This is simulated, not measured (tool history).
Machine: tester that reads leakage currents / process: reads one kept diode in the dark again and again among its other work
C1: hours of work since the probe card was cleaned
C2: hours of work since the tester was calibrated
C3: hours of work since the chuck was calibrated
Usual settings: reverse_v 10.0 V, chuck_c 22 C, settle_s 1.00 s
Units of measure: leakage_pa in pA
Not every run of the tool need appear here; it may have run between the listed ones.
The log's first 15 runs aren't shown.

Run 16, day 94.633: usual settings but settle_s 0.96 s; C1 2221; C2 2221; C3 234. Result: leakage_pa 179.43 pA.
Run 17, day 98.642: usual settings but settle_s 0.96 s; C1 2278; C2 2278; C3 292. Result: leakage_pa 179.61 pA.
Run 18, day 105.192: usual settings but chuck_c 30 C; C1 2372; C2 2372; C3 385. Result: leakage_pa 319.56 pA.
Run 19, day 108.938: usual settings but chuck_c 30 C; C1 2425; C2 2425; C3 438. Result: leakage_pa 319.09 pA.
Run 20, day 117.662: usual settings but reverse_v 10.9 V, chuck_c 30 C; C1 2549; C2 2549; C3 562. Result: leakage_pa 329.57 pA.
Run 21, day 126.025: usual settings but reverse_v 8.0 V, chuck_c 33 C, settle_s 1.02 s; C1 2668; C2 2668; C3 681. Result: leakage_pa 355.29 pA.
Run 22, day 134.817: usual settings but reverse_v 3.5 V, settle_s 0.41 s; C1 2793; C2 2793; C3 806. Result: leakage_pa 114.21 pA.
Run 23, day 138.992: usual settings but reverse_v 4.0 V, chuck_c 36 C, settle_s 0.35 s; C1 2853; C2 2853; C3 866. Result: leakage_pa 328.33 pA.
At day 141.600: probe card cleaned and baked.
Run 24, day 144.108: usual settings but reverse_v 4.0 V, chuck_c 36 C, settle_s 0.35 s; C1 36; C2 2924; C3 937. Result: leakage_pa 324.82 pA.
At day 147.992: tester calibrated.
Run 25, day 151.433: usual settings but reverse_v 1.7 V, chuck_c 20 C; C1 139; C2 49; C3 1040. Result: leakage_pa 71.22 pA.
Run 26, day 157.258: usual settings but reverse_v 1.7 V, chuck_c 20 C; C1 222; C2 132; C3 1123. Result: leakage_pa 71.14 pA.
Run 27, day 163.208: usual settings but reverse_v 1.4 V, chuck_c 20 C; C1 306; C2 217; C3 1207. Result: leakage_pa 65.18 pA.
Run 28, day 168.633: usual settings but reverse_v 1.4 V, chuck_c 20 C; C1 384; C2 294; C3 1285. Result: leakage_pa 65.16 pA.
Run 29, day 173.008: usual settings but reverse_v 3.7 V, chuck_c 20 C, settle_s 4.20 s; C1 446; C2 356; C3 1347. Result: leakage_pa 96.03 pA.
Run 30, day 179.175: usual settings but reverse_v 2.7 V; C1 534; C2 444; C3 1435. Result: leakage_pa 98.37 pA.
Run 31, day 187.488: usual settings but reverse_v 2.7 V; C1 652; C2 562; C3 1553. Result: leakage_pa 98.23 pA.
Run 32, day 191.062: usual settings but reverse_v 4.9 V, chuck_c 42 C, settle_s 0.50 s; C1 703; C2 613; C3 1604. Result: leakage_pa 531.67 pA.
Run 33, day 196.138: usual settings but reverse_v 4.9 V, chuck_c 42 C, settle_s 0.50 s; C1 775; C2 685; C3 1676. Result: leakage_pa 528.78 pA.
Run 34, day 202.517: usual settings but reverse_v 11.0 V, settle_s 0.82 s; C1 866; C2 776; C3 1767. Result: leakage_pa 176.40 pA.
Run 35, day 209.421: usual settings but reverse_v 14.4 V, settle_s 3.63 s; C1 964; C2 874; C3 1865. Result: leakage_pa 191.37 pA.
Run 36, day 215.704: usual settings but settle_s 5.69 s; C1 1053; C2 964; C3 1955. Result: leakage_pa 163.90 pA.
Run 37, day 221.033: usual settings but settle_s 5.69 s; C1 1129; C2 1040; C3 2030. Result: leakage_pa 162.95 pA.
Run 38, day 228.679: usual settings but reverse_v 3.4 V, chuck_c 51 C; C1 1238; C2 1148; C3 2139. Result: leakage_pa 796.00 pA.

4 ways to go on from here, each from the tool as it stands after run 38. What would each give?
Run A, day 232.329: usual settings but reverse_v 2.1 V, chuck_c 27 C; C1 1290; C2 1200; C3 2191. Result: leakage_pa ?.
Run B, day 232.329: usual settings but reverse_v 5.0 V, chuck_c 21 C, settle_s 7.38 s; C1 1290; C2 1200; C3 2191. Result: leakage_pa ?.
Run C, day 232.329: usual settings but reverse_v 1.9 V, chuck_c 21 C, settle_s 4.51 s; C1 1290; C2 1200; C3 2191. Result: leakage_pa ?.
Run D, day 232.329: usual settings but reverse_v 3.7 V; C1 1290; C2 1200; C3 2191. Result: leakage_pa ?.

run  leakage_pa
  A      124.52
  B      112.39
  C       75.53
  D      108.00
Without the tool's hidden state the same runs would have given:
run  leakage_pa
  A      137.59
  B      124.00
  C       83.67
  D      119.21

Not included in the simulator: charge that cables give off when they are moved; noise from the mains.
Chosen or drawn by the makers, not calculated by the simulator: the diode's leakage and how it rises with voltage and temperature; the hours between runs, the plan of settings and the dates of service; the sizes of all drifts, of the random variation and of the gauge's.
